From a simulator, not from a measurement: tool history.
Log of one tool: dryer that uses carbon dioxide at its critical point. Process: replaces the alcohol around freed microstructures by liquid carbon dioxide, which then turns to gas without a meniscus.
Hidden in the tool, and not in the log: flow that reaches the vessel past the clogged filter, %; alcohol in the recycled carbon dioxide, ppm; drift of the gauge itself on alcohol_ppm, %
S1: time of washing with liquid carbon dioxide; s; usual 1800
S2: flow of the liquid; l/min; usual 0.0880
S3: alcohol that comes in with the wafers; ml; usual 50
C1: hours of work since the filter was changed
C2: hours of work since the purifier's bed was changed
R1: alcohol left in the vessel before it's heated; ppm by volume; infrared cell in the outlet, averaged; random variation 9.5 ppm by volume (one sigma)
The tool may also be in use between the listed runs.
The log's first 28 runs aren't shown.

run 29 hour=513.3 | S1=2520 S2=0.1365 S3=42 | C1=155 C2=244 | R1=39
run 30 hour=539.7 | S1=2520 S2=0.1365 S3=42 | C1=163 C2=252 | R1=49
run 31 hour=560.3 | S1=2520 S2=0.1365 S3=42 | C1=169 C2=258 | R1=47
run 32 hour=575.3 | S1=2340 S2=0.0549 S3=37 | C1=173 C2=262 | R1=1344
run 33 hour=596.2 | S1=2340 S2=0.0549 S3=37 | C1=180 C2=269 | R1=1368
run 34 hour=619.1 | S1=2520 S2=0.0738 S3=47 | C1=187 C2=275 | R1=308
run 35 hour=636.6 | S1=2520 S2=0.0982 S3=115 | C1=192 C2=281 | R1=125
run 36 hour=649.3 | S1=1560 S2=0.0925 S3=31 | C1=196 C2=285 | R1=654
run 37 hour=660.9 | S1=1560 S2=0.0925 S3=31 | C1=199 C2=288 | R1=655
run 38 hour=674.3 | S1=1560 S2=0.0925 S3=31 | C1=203 C2=292 | R1=654
run 39 hour=698.9 | S1=1560 S2=0.0925 S3=31 | C1=211 C2=300 | R1=664

Forecast each of these 4 alternatives for the next run:
run A hour=715.2 | S1=2580 S2=0.0948 S3=21 | C1=216 C2=304 | R1=?
run B hour=715.2 | S1=2640 S2=0.0929 S3=114 | C1=216 C2=304 | R1=?
run C hour=715.2 | S1=1260 S2=0.0880 S3=66 | C1=216 C2=304 | R1=?
run D hour=715.2 | S1=1320 S2=0.0613 S3=113 | C1=216 C2=304 | R1=?

run=A R1=75
run=B R1=135
run=C R1=3890
run=D R1=17208
Without the tool's hidden state the same runs would have given:
run=A R1=24
run=B R1=68
run=C R1=3405
run=D R1=15728
